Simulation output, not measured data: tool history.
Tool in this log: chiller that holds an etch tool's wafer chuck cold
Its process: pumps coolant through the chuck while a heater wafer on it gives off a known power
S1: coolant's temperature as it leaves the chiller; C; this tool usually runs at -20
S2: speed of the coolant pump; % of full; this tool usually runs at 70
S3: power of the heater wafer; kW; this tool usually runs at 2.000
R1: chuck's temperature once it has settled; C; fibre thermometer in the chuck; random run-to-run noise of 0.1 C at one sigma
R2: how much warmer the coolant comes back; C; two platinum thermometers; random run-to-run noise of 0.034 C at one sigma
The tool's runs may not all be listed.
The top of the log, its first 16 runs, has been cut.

run	hour	S1	S2	S3	R1	R2
17	413.4	-18	70	1.068	-9.2	2.96
18	448.8	-18	70	1.068	-9.3	3.01
19	486.5	-18	70	1.068	-9.5	2.95
20	520.8	-18	73	2.751	3.8	7.31
21	558.1	-18	73	2.751	3.9	7.42
22	581.2	-18	73	2.336	0.5	6.27
23	598.6	-24	85	2.653	-4.9	6.17
24	627.2	-24	85	2.653	-4.8	6.13
25	661.5	-16	85	2.653	3.3	6.15
26	679.4	-16	85	2.653	3.2	6.16
27	716.7	-16	99	1.312	-7.2	2.60
28	749.0	-16	99	2.504	0.7	5.00
29	770.6	-16	99	2.981	3.9	5.94
30	793.7	-16	99	1.191	-8.0	2.38
31	831.2	-16	99	1.191	-8.1	2.41
32	848.3	-20	70	1.722	-6.1	4.79
33	866.0	-30	82	2.581	-10.9	6.18

What if the next run were any one of these 3? Each begins from the tool's condition after run 33:
A	890.7	-21	79	1.209	?	?
B	890.7	-30	84	2.581	?	?
C	890.7	-30	98	1.294	?	?

run	R1	R2
A	-11.9	3.02
B	-11.2	6.06
C	-21.5	2.62
What these runs would have given with no unlogged condition in the tool:
run	R1	R2
A	-11.9	3.02
B	-11.2	6.06
C	-21.5	2.62
